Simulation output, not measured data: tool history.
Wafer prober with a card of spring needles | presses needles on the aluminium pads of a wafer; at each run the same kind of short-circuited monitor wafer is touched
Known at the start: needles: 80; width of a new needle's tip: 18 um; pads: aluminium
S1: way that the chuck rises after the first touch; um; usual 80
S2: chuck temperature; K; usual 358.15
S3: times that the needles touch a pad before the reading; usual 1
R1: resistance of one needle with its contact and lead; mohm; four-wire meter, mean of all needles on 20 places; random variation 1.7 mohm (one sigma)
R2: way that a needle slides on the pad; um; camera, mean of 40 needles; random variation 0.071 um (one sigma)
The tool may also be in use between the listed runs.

run   hour  S1      S2  S3   R1     R2
  1    0.0  80  358.15   1  174  21.33
      15.0  -- tips cleaned on abrasive film
  2   18.3  80  358.15   2  177  21.43
      29.4  -- tips cleaned on abrasive film
  3   41.7  80  358.15   1  174  21.46
      44.6  -- tips cleaned on abrasive film
  4   52.9  80  358.15   1  177  21.52
      59.9  -- tips cleaned on abrasive film
  5   65.5  80  358.15   1  175  21.35
      74.5  -- tips cleaned on abrasive film
  6   85.5  80  358.15   1  179  21.45
      88.8  -- tips cleaned on abrasive film
     104.3  -- tips cleaned on abrasive film
  7  104.3  80  358.15   1  175  21.62
     119.3  -- tips cleaned on abrasive film
  8  121.6  80  358.15   1  175  21.59
     133.4  -- tips cleaned on abrasive film
     135.0  -- height of the first contact set anew
  9  139.1  61  358.15   1  183  16.44
     148.9  -- tips cleaned on abrasive film
 10  153.6  80  358.15   1  176  21.68
     163.8  -- tips cleaned on abrasive film
 11  174.8  97  358.15   1  171  26.39
     178.1  -- tips cleaned on abrasive film
     192.8  -- tips cleaned on abrasive film
 12  200.7  85  358.15   1  175  23.14
     207.2  -- tips cleaned on abrasive film
 13  219.3  72  338.15   3  176  19.60
     221.4  -- tips cleaned on abrasive film
     236.2  -- tips cleaned on abrasive film
 14  237.7  72  389.15   3  182  19.60
     251.0  -- tips cleaned on abrasive film
 15  260.8  63  373.15   1  184  17.23
     265.5  -- tips cleaned on abrasive film
     279.6  -- tips cleaned on abrasive film
 16  283.3  96  341.15   1  167  26.22
     294.9  -- tips cleaned on abrasive film
 17  294.9  94  310.15   2  163  25.94
     308.8  -- gauge calibrated
     308.9  -- tips cleaned on abrasive film
 18  317.8  94  367.15   2  174  25.03
     323.6  -- tips cleaned on abrasive film
 19  328.4  82  334.15   2  170  21.98
     339.3  -- tips cleaned on abrasive film
 20  345.6  82  334.15   2  172  21.98
     354.3  -- tips cleaned on abrasive film
 21  363.0  94  358.15   1  170  25.24

Some steps in R2 between neighbouring runs. How much of each would the tool show without its hidden state too (settings, what came in, random variation), and how much is left for the hidden state, with any gauge scatter that isn't in both results?
The hidden state here: debris on the tips, nm; way that the needles fall short of the set height, um; tips' diameter, um; drift of the gauge itself on contact_mohm, %; drift of the gauge itself on scrub_um, %.
Run 9 -> 10: S1 61 -> 80, tips cleaned on abrasive film. R2 +5.24 um: hidden state +0.08, all else +5.16.
Run 15 -> 16: S1 63 -> 96, S2 373.15 -> 341.15, tips cleaned on abrasive film, tips cleaned on abrasive film. R2 +8.99 um: hidden state +0.26, all else +8.73.
Run 17 -> 18: S2 310.15 -> 367.15, gauge calibrated, tips cleaned on abrasive film. R2 -0.91 um: hidden state -0.65, all else -0.26.
